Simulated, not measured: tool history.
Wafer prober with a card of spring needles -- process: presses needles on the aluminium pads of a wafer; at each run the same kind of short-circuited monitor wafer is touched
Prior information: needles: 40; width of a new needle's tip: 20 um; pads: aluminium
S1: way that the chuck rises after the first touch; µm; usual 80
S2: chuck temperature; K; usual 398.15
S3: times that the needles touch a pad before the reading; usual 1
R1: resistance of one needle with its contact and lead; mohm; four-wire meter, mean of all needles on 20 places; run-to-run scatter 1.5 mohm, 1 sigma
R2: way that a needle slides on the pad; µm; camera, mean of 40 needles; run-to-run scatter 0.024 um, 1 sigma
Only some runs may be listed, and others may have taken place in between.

| run | hour | S1 | S2 | S3 | R1 | R2 |
|---|---|---|---|---|---|---|
| 1 | 0.0 | 80 | 398.15 | 1 | 203 | 10.63 |
|  | 3.0 | tips cleaned on abrasive film |
|  | 11.4 | tips cleaned on abrasive film |
| 2 | 18.6 | 71 | 398.15 | 1 | 229 | 9.41 |
|  | 20.1 | tips cleaned on abrasive film |
|  | 28.5 | tips cleaned on abrasive film |
| 3 | 31.9 | 71 | 398.15 | 1 | 196 | 9.38 |
|  | 36.2 | tips cleaned on abrasive film |
|  | 44.2 | tips cleaned on abrasive film |
| 4 | 49.5 | 71 | 398.15 | 1 | 221 | 9.37 |
|  | 52.0 | tips cleaned on abrasive film |
|  | 60.5 | tips cleaned on abrasive film |
| 5 | 65.7 | 71 | 398.15 | 1 | 213 | 9.36 |
|  | 69.4 | tips cleaned on abrasive film |
|  | 77.0 | tips cleaned on abrasive film |
| 6 | 77.0 | 71 | 398.15 | 1 | 158 | 9.37 |
|  | 84.5 | tips cleaned on abrasive film |
|  | 92.6 | tips cleaned on abrasive film |
| 7 | 93.0 | 80 | 398.15 | 1 | 157 | 10.55 |
|  | 100.6 | tips cleaned on abrasive film |
| 8 | 102.6 | 80 | 398.15 | 1 | 182 | 10.56 |
|  | 108.7 | tips cleaned on abrasive film |
|  | 117.0 | tips cleaned on abrasive film |
| 9 | 118.7 | 80 | 398.15 | 1 | 179 | 10.50 |
|  | 125.9 | tips cleaned on abrasive film |
|  | 134.4 | tips cleaned on abrasive film |
| 10 | 137.1 | 80 | 347.15 | 1 | 184 | 10.49 |
|  | 142.0 | tips cleaned on abrasive film |
| 11 | 147.7 | 80 | 347.15 | 1 | 200 | 10.48 |
|  | 149.4 | tips cleaned on abrasive film |
|  | 158.0 | tips cleaned on abrasive film |
| 12 | 165.2 | 80 | 343.15 | 1 | 210 | 10.50 |
|  | 166.8 | tips cleaned on abrasive film |
|  | 174.5 | tips cleaned on abrasive film |
| 13 | 175.8 | 80 | 343.15 | 1 | 167 | 10.51 |
|  | 183.0 | tips cleaned on abrasive film |
| 14 | 184.8 | 80 | 343.15 | 1 | 176 | 10.45 |
|  | 190.6 | tips cleaned on abrasive film |
| 15 | 197.0 | 80 | 343.15 | 1 | 208 | 10.47 |
|  | 199.1 | tips cleaned on abrasive film |
| 16 | 205.1 | 67 | 343.15 | 2 | 197 | 8.75 |
|  | 207.6 | tips cleaned on abrasive film |
|  | 215.9 | tips cleaned on abrasive film |
| 17 | 216.7 | 67 | 343.15 | 2 | 159 | 8.74 |
|  | 223.7 | tips cleaned on abrasive film |
| 18 | 227.1 | 98 | 384.15 | 3 | 155 | 12.80 |
|  | 231.4 | tips cleaned on abrasive film |
|  | 239.2 | tips cleaned on abrasive film |
| 19 | 242.1 | 95 | 317.15 | 1 | 163 | 12.48 |
|  | 246.7 | tips cleaned on abrasive film |
|  | 254.3 | tips cleaned on abrasive film |
| 20 | 257.1 | 95 | 317.15 | 1 | 165 | 12.43 |
|  | 258.6 | height of the first contact set anew |
|  | 262.4 | tips cleaned on abrasive film |
|  | 270.8 | tips cleaned on abrasive film |
| 21 | 270.8 | 95 | 317.15 | 1 | 138 | 12.30 |
|  | 279.0 | tips cleaned on abrasive film |
|  | 287.6 | height of the first contact set anew, once more |
|  | 287.7 | tips cleaned on abrasive film |
| 22 | 287.8 | 95 | 317.15 | 1 | 136 | 12.64 |
|  | 296.3 | tips cleaned on abrasive film |
|  | 304.1 | tips cleaned on abrasive film |
| 23 | 306.7 | 95 | 317.15 | 1 | 163 | 12.65 |
|  | 312.3 | tips cleaned on abrasive film |
|  | 319.9 | tips cleaned on abrasive film |
| 24 | 320.5 | 92 | 358.15 | 1 | 148 | 12.18 |
|  | 327.6 | tips cleaned on abrasive film |
| 25 | 328.8 | 80 | 321.15 | 2 | 154 | 10.58 |
|  | 335.5 | tips cleaned on abrasive film |
|  | 343.7 | tips cleaned on abrasive film |
| 26 | 344.3 | 80 | 321.15 | 2 | 145 | 10.57 |
|  | 352.4 | tips cleaned on abrasive film |
| 27 | 353.8 | 97 | 311.15 | 2 | 144 | 12.86 |
|  | 360.1 | tips cleaned on abrasive film |
|  | 368.2 | tips cleaned on abrasive film |
| 28 | 368.2 | 80 | 331.15 | 2 | 141 | 10.58 |
|  | 377.1 | tips cleaned on abrasive film |
|  | 385.4 | tips cleaned on abrasive film |
| 29 | 385.9 | 80 | 398.15 | 2 | 158 | 10.58 |
|  | 392.8 | tips cleaned on abrasive film |
|  | 400.2 | tips cleaned on abrasive film |
| 30 | 403.3 | 80 | 398.15 | 2 | 175 | 10.58 |

Predict each of these 5 candidate next runs independently; none follows another, all start after run 30:
|  | 407.7 | tips cleaned on abrasive film |
| A | 413.5 | 62 | 303.15 | 2 | ? | ? |
|  | 407.7 | tips cleaned on abrasive film |
| B | 413.5 | 68 | 311.15 | 2 | ? | ? |
|  | 407.7 | tips cleaned on abrasive film |
| C | 413.5 | 80 | 356.15 | 1 | ? | ? |
|  | 407.7 | tips cleaned on abrasive film |
| D | 413.5 | 96 | 372.15 | 3 | ? | ? |
|  | 407.7 | tips cleaned on abrasive film |
| E | 413.5 | 78 | 398.15 | 1 | ? | ? |

| run | R1 | R2 |
|---|---|---|
| A | 209 | 8.15 |
| B | 196 | 8.93 |
| C | 209 | 10.54 |
| D | 157 | 12.65 |
| E | 213 | 10.32 |
With no hidden state in the tool, these same runs would have given:
| run | R1 | R2 |
|---|---|---|
| A | 137 | 8.24 |
| B | 136 | 9.02 |
| C | 140 | 10.64 |
| D | 139 | 12.74 |
| E | 146 | 10.41 |
